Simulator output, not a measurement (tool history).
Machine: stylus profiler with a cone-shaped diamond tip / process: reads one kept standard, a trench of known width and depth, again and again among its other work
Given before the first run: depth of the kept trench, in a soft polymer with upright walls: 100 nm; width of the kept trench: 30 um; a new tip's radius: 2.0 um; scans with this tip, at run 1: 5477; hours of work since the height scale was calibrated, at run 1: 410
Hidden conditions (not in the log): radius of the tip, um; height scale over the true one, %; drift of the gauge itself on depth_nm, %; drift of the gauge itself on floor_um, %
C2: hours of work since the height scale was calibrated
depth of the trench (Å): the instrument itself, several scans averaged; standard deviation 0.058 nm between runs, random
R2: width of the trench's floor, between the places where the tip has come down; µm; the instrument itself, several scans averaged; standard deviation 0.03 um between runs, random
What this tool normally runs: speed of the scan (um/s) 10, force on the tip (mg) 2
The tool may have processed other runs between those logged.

run 1 hour=0 | speed_of_the_scan_(um/s)=10 force_on_the_tip_(mg)=2 | scans_with_this_tip=5477 C2=410 | depth_of_the_trench_(Å)=1007.2 R2=28.63
run 2 hour=50 | speed_of_the_scan_(um/s)=10 force_on_the_tip_(mg)=2 | scans_with_this_tip=5795 C2=434 | depth_of_the_trench_(Å)=1007.2 R2=28.6
run 3 hour=107.5 | speed_of_the_scan_(um/s)=10 force_on_the_tip_(mg)=2 | scans_with_this_tip=6160 C2=461 | depth_of_the_trench_(Å)=1007 R2=28.61
run 4 hour=150.3 | speed_of_the_scan_(um/s)=10 force_on_the_tip_(mg)=2 | scans_with_this_tip=6433 C2=481 | depth_of_the_trench_(Å)=1006.5 R2=28.59
run 5 hour=208.7 | speed_of_the_scan_(um/s)=10 force_on_the_tip_(mg)=3.09 | scans_with_this_tip=6804 C2=509 | depth_of_the_trench_(Å)=1010.3 R2=28.61
run 6 hour=261 | speed_of_the_scan_(um/s)=10 force_on_the_tip_(mg)=3.09 | scans_with_this_tip=7137 C2=534 | depth_of_the_trench_(Å)=1009.5 R2=28.53
run 7 hour=321.4 | speed_of_the_scan_(um/s)=10 force_on_the_tip_(mg)=3.09 | scans_with_this_tip=7521 C2=563 | depth_of_the_trench_(Å)=1009.9 R2=28.56
run 8 hour=353.2 | speed_of_the_scan_(um/s)=10 force_on_the_tip_(mg)=2 | scans_with_this_tip=7723 C2=578 | depth_of_the_trench_(Å)=1006.6 R2=28.58
run 9 hour=391.4 | speed_of_the_scan_(um/s)=10 force_on_the_tip_(mg)=2 | scans_with_this_tip=7966 C2=596 | depth_of_the_trench_(Å)=1006.6 R2=28.58
run 10 hour=466.7 | speed_of_the_scan_(um/s)=10 force_on_the_tip_(mg)=2 | scans_with_this_tip=8445 C2=632 | depth_of_the_trench_(Å)=1006.8 R2=28.54
run 11 hour=512.6 | speed_of_the_scan_(um/s)=10 force_on_the_tip_(mg)=2 | scans_with_this_tip=8737 C2=654 | depth_of_the_trench_(Å)=1007.2 R2=28.53
run 12 hour=580.9 | speed_of_the_scan_(um/s)=10 force_on_the_tip_(mg)=2 | scans_with_this_tip=9172 C2=686 | depth_of_the_trench_(Å)=1006.4 R2=28.53
run 13 hour=618.8 | speed_of_the_scan_(um/s)=10 force_on_the_tip_(mg)=2 | scans_with_this_tip=9413 C2=704 | depth_of_the_trench_(Å)=1006.4 R2=28.56
run 14 hour=659 | speed_of_the_scan_(um/s)=10 force_on_the_tip_(mg)=3.11 | scans_with_this_tip=9668 C2=723 | depth_of_the_trench_(Å)=1008.4 R2=28.45
run 15 hour=697.8 | speed_of_the_scan_(um/s)=10 force_on_the_tip_(mg)=3.11 | scans_with_this_tip=9915 C2=742 | depth_of_the_trench_(Å)=1007.8 R2=28.54
run 16 hour=754.9 | speed_of_the_scan_(um/s)=3 force_on_the_tip_(mg)=2.85 | scans_with_this_tip=10279 C2=769 | depth_of_the_trench_(Å)=1007.4 R2=28.49
run 17 hour=786.5 | speed_of_the_scan_(um/s)=3 force_on_the_tip_(mg)=2.85 | scans_with_this_tip=10479 C2=784 | depth_of_the_trench_(Å)=1008.3 R2=28.5
-- hour=793 height scale calibrated on a step standard
run 18 hour=855.9 | speed_of_the_scan_(um/s)=7 force_on_the_tip_(mg)=2.84 | scans_with_this_tip=10917 C2=30 | depth_of_the_trench_(Å)=1007.7 R2=28.55
run 19 hour=920.3 | speed_of_the_scan_(um/s)=8 force_on_the_tip_(mg)=3.66 | scans_with_this_tip=11327 C2=61 | depth_of_the_trench_(Å)=1009.4 R2=28.5
run 20 hour=976.6 | speed_of_the_scan_(um/s)=8 force_on_the_tip_(mg)=3.66 | scans_with_this_tip=11685 C2=87 | depth_of_the_trench_(Å)=1009.4 R2=28.49
run 21 hour=1008.4 | speed_of_the_scan_(um/s)=2 force_on_the_tip_(mg)=1.35 | scans_with_this_tip=11887 C2=102 | depth_of_the_trench_(Å)=1002.6 R2=28.46
run 22 hour=1066.2 | speed_of_the_scan_(um/s)=2 force_on_the_tip_(mg)=1.35 | scans_with_this_tip=12255 C2=130 | depth_of_the_trench_(Å)=1001.9 R2=28.48
-- hour=1107.8 height scale calibrated on a step standard, once more
run 23 hour=1119.9 | speed_of_the_scan_(um/s)=33 force_on_the_tip_(mg)=1.35 | scans_with_this_tip=12594 C2=6 | depth_of_the_trench_(Å)=1007.4 R2=28.36
run 24 hour=1186.3 | speed_of_the_scan_(um/s)=14 force_on_the_tip_(mg)=0.98 | scans_with_this_tip=13016 C2=37 | depth_of_the_trench_(Å)=1004.9 R2=28.45
run 25 hour=1219.8 | speed_of_the_scan_(um/s)=13 force_on_the_tip_(mg)=3.91 | scans_with_this_tip=13229 C2=53 | depth_of_the_trench_(Å)=1012.9 R2=28.44
run 26 hour=1263.8 | speed_of_the_scan_(um/s)=4 force_on_the_tip_(mg)=1.86 | scans_with_this_tip=13509 C2=74 | depth_of_the_trench_(Å)=1006.5 R2=28.44
run 27 hour=1321 | speed_of_the_scan_(um/s)=19 force_on_the_tip_(mg)=1.15 | scans_with_this_tip=13873 C2=102 | depth_of_the_trench_(Å)=1006.1 R2=28.35
run 28 hour=1390.6 | speed_of_the_scan_(um/s)=9 force_on_the_tip_(mg)=2.45 | scans_with_this_tip=14316 C2=135 | depth_of_the_trench_(Å)=1009.9 R2=28.38
run 29 hour=1438.8 | speed_of_the_scan_(um/s)=7 force_on_the_tip_(mg)=2 | scans_with_this_tip=14622 C2=158 | depth_of_the_trench_(Å)=1008.2 R2=28.36

Measured result minus the same run's result without the hidden state. Both carry the same run-to-run variation, though not necessarily the same gauge scatter:
run=1 depth_of_the_trench_(Å)=-1.1 R2=-0.12
run=2 depth_of_the_trench_(Å)=-1.1 R2=-0.12
run=3 depth_of_the_trench_(Å)=-1.2 R2=-0.13
run=4 depth_of_the_trench_(Å)=-1.3 R2=-0.14
run=5 depth_of_the_trench_(Å)=-1.3 R2=-0.15
run=6 depth_of_the_trench_(Å)=-1.3 R2=-0.16
run=7 depth_of_the_trench_(Å)=-1.4 R2=-0.16
run=8 depth_of_the_trench_(Å)=-1.4 R2=-0.17
run=9 depth_of_the_trench_(Å)=-1.5 R2=-0.18
run=10 depth_of_the_trench_(Å)=-1.6 R2=-0.19
run=11 depth_of_the_trench_(Å)=-1.7 R2=-0.2
run=12 depth_of_the_trench_(Å)=-1.7 R2=-0.2
run=13 depth_of_the_trench_(Å)=-1.8 R2=-0.21
run=14 depth_of_the_trench_(Å)=-1.8 R2=-0.22
run=15 depth_of_the_trench_(Å)=-1.9 R2=-0.22
run=16 depth_of_the_trench_(Å)=-1.9 R2=-0.23
run=17 depth_of_the_trench_(Å)=-2 R2=-0.24
run=18 depth_of_the_trench_(Å)=-3.1 R2=-0.24
run=19 depth_of_the_trench_(Å)=-3.2 R2=-0.26
run=20 depth_of_the_trench_(Å)=-3.2 R2=-0.26
run=21 depth_of_the_trench_(Å)=-3.3 R2=-0.26
run=22 depth_of_the_trench_(Å)=-3.4 R2=-0.28
run=23 depth_of_the_trench_(Å)=-0.1 R2=-0.28
run=24 depth_of_the_trench_(Å)=-0.3 R2=-0.29
run=25 depth_of_the_trench_(Å)=-0.2 R2=-0.3
run=26 depth_of_the_trench_(Å)=-0.3 R2=-0.31
run=27 depth_of_the_trench_(Å)=-0.4 R2=-0.31
run=28 depth_of_the_trench_(Å)=-0.4 R2=-0.32
run=29 depth_of_the_trench_(Å)=-0.5 R2=-0.33
